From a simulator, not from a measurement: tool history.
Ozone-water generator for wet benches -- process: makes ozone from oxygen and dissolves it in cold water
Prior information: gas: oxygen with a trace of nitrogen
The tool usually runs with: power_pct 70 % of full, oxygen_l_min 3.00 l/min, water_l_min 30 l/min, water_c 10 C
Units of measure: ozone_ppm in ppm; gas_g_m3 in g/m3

run,day,power_pct,oxygen_l_min,water_l_min,water_c,ozone_ppm,gas_g_m3
1,0.000,70,3.00,30,10,11.9,248.6
2,3.829,70,1.56,30,10,8.7,317.1
3,9.300,70,1.56,30,10,8.6,315.0
4,12.779,70,1.64,30,10,8.7,309.3
5,18.996,70,1.64,30,10,8.8,308.4
6,25.379,70,3.00,30,10,11.9,247.9
7,30.762,70,3.00,44,10,7.8,247.3
8,37.267,70,3.00,44,10,7.7,246.4
9,41.954,70,3.00,30,10,11.4,246.0
10,46.888,70,3.00,30,10,11.3,244.5
11,50.225,70,3.00,30,10,11.4,248.0
12,54.792,70,5.13,30,10,14.0,203.3
13,58.146,70,5.13,30,10,14.4,200.6
14,61.462,70,5.13,30,10,14.4,199.9
15,65.996,70,5.13,30,10,14.2,200.1
16,72.167,70,3.00,24,10,14.4,243.0
17,77.479,70,3.00,30,10,11.6,242.0
18,84.279,70,3.00,30,10,11.3,243.1
19,88.421,70,3.00,30,14,10.8,241.9
20,92.154,70,5.31,30,12,14.1,194.7
21,98.492,70,3.00,29,7,11.9,240.8
# day 98.817: water thermometer calibrated
22,104.267,63,1.87,46,9,5.1,259.5
23,108.850,93,2.28,45,17,8.0,340.4
24,113.612,93,1.78,25,17,13.2,374.1
25,117.892,93,1.78,25,17,13.3,372.2
26,124.508,70,3.00,42,10,7.8,237.4
27,129.233,70,3.00,42,10,8.0,238.4
# day 131.842: water thermometer calibrated, once more
28,132.908,70,3.00,42,10,7.8,237.9
29,139.171,46,3.00,30,10,7.6,162.5
30,143.708,46,3.00,30,10,7.4,164.6
31,150.300,45,3.52,23,10,10.3,150.5
32,155.733,76,4.71,19,12,20.7,216.8
33,159.712,70,3.00,27,10,12.3,239.0

3 options for the next run, each taken on its own from the tool as it stands now. Forecast them:
A,165.733,70,1.77,24,8,?,?
B,165.733,42,3.00,21,8,?,?
C,165.733,70,4.09,30,6,?,?

run,ozone_ppm,gas_g_m3
A,10.8,277.9
B,9.9,149.8
C,13.0,210.2
With the hidden condition removed and each run's random variation left untouched, the same runs would have given:
run,ozone_ppm,gas_g_m3
A,11.9,295.3
B,10.5,154.7
C,14.2,223.4
